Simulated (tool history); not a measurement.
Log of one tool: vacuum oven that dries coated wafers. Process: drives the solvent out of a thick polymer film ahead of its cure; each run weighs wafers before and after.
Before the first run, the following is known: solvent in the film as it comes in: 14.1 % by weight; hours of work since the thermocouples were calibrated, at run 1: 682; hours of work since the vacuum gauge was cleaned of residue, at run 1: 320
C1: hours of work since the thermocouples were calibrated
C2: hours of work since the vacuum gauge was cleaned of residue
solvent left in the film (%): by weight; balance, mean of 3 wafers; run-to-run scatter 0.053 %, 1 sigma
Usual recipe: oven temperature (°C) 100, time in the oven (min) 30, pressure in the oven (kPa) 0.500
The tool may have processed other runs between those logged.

Run 1, hour 0.0: usual settings; C1 682; C2 320. Result: solvent left in the film (%) 2.07.
Run 2, hour 47.1: usual settings; C1 702; C2 340. Result: solvent left in the film (%) 2.13.
Run 3, hour 89.3: usual settings; C1 720; C2 358. Result: solvent left in the film (%) 2.06.
Run 4, hour 171.2: usual settings; C1 754; C2 393. Result: solvent left in the film (%) 2.17.
Run 5, hour 238.6: usual settings but pressure in the oven (kPa) 0.878; C1 783; C2 421. Result: solvent left in the film (%) 2.59.
Run 6, hour 278.3: usual settings but pressure in the oven (kPa) 0.878; C1 800; C2 438. Result: solvent left in the film (%) 2.47.
Run 7, hour 356.1: usual settings but time in the oven (min) 25; C1 833; C2 471. Result: solvent left in the film (%) 2.73.
Run 8, hour 406.0: usual settings; C1 854; C2 493. Result: solvent left in the film (%) 2.18.
Run 9, hour 478.3: usual settings; C1 885; C2 523. Result: solvent left in the film (%) 2.23.
Run 10, hour 548.0: usual settings but pressure in the oven (kPa) 0.965; C1 915; C2 553. Result: solvent left in the film (%) 2.78.
Run 11, hour 591.0: usual settings but pressure in the oven (kPa) 0.965; C1 933; C2 571. Result: solvent left in the film (%) 2.72.
Run 12, hour 663.4: usual settings but oven temperature (°C) 91, pressure in the oven (kPa) 0.950; C1 964; C2 602. Result: solvent left in the film (%) 4.63.
Run 13, hour 739.8: usual settings but oven temperature (°C) 109, time in the oven (min) 38, pressure in the oven (kPa) 0.273; C1 996; C2 635. Result: solvent left in the film (%) 0.61.
Run 14, hour 793.2: usual settings but oven temperature (°C) 86, time in the oven (min) 42, pressure in the oven (kPa) 1.930; C1 1019; C2 657. Result: solvent left in the film (%) 6.35.
Run 15, hour 860.5: usual settings but oven temperature (°C) 86, time in the oven (min) 23, pressure in the oven (kPa) 0.687; C1 1048; C2 686. Result: solvent left in the film (%) 6.31.
Run 16, hour 943.0: usual settings but oven temperature (°C) 110, time in the oven (min) 26, pressure in the oven (kPa) 0.687; C1 1083; C2 721. Result: solvent left in the film (%) 1.47.
Run 17, hour 1016.2: usual settings but oven temperature (°C) 91, time in the oven (min) 44, pressure in the oven (kPa) 0.783; C1 1114; C2 752. Result: solvent left in the film (%) 3.15.
Run 18, hour 1088.4: usual settings but oven temperature (°C) 109, pressure in the oven (kPa) 0.796; C1 1145; C2 783. Result: solvent left in the film (%) 1.51.
Run 19, hour 1153.8: usual settings but oven temperature (°C) 109, pressure in the oven (kPa) 0.796; C1 1173; C2 811. Result: solvent left in the film (%) 1.54.

Expected results for the next run?
Run 20, hour 1234.6: usual settings but oven temperature (°C) 104, time in the oven (min) 31, pressure in the oven (kPa) 1.665; C1 1207; C2 845. Result: solvent left in the film (%) ?.

solvent left in the film (%): 3.01
On a tool with no hidden condition, and with the same random variation, this run would have come out at solvent left in the film (%) 2.49.

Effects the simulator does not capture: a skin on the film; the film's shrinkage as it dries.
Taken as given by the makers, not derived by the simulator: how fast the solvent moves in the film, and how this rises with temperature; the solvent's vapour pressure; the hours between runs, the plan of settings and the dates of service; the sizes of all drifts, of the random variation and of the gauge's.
